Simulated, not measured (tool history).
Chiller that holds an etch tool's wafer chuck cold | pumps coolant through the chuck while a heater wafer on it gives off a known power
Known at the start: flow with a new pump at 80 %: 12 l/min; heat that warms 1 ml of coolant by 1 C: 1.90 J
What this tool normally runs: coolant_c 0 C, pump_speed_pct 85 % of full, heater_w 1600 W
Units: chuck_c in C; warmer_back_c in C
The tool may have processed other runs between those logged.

run    hour  coolant_c  pump_speed_pct  heater_w  chuck_c  warmer_back_c
  1       0          0              85      1600     10.7           4.02
  2    73.7          0              85      1600     10.7           4.02
  3   112.3          0              85      1600     10.7           4.01
  4   158.1          0              85      1600     10.7           4.06
  5   203.6          0              85      1600       11           4.05
  6   268.3          0              85      1600       11           4.04
  7   348.2          0              85      1600     10.8           3.99
  8   428.6         -2              85      1600      8.9           4.06
  9   489.2          0              85      1600     10.9           4.04
      495.3  -- chiller's thermometer calibrated
 10   551.9          0              85      1017        7           2.54
 11   624.3          0              85      1334      9.2           3.38
 12   671.8          0              85      1334      8.9           3.36
 13   733.3          0              85      1600     10.8           4.09
 14   766.9          0              85      1600       11           4.06
 15   800.6          0              85      2011     13.9           5.08
 16   870.8          1              85      1600     11.8           4.04
 17   932.6          7              79      1600     18.5           4.37
        968  -- chiller's thermometer calibrated, once more
 18  1010.1          8              79      2139     23.7            5.9
 19  1066.1          8              79      2139     23.8           5.97
 20  1123.4         -5              79      1228      4.1           3.36
 21  1177.3          1              67       824      7.8           2.78
 22  1256.2          1              67       824      7.8           2.77
 23  1334.3          1              67       824      7.8           2.69
 24  1383.1          1              67       824      7.9           2.78
 25  1455.5          1              67       824      7.8           2.72
 26  1499.5          0              97      1273      8.3           2.83
 27  1552.7          6              66       859     13.3           2.93
 28  1617.1          6              66       859     13.3           2.91
 29  1656.4          3              81      1899       17           5.13
 30  1730.3          3              81      1899     16.9           5.05
 31  1792.9          3              81      1899       17           5.13

Forecast each of these 4 alternatives for the next run:
  A  1834.1          3              81      2027        ?              ?
  B  1834.1         -5              81      1146        ?              ?
  C  1834.1          0              77      1889        ?              ?
  D  1834.1          2              81      1063        ?              ?

run  chuck_c  warmer_back_c
  A     17.9           5.46
  B      3.6           3.11
  C     14.4           5.43
  D      9.7           2.89
With the hidden condition removed and each run's random variation left untouched, the same runs would have given:
run  chuck_c  warmer_back_c
  A     15.5           5.25
  B      2.2           2.99
  C     12.1           5.23
  D      8.4           2.78
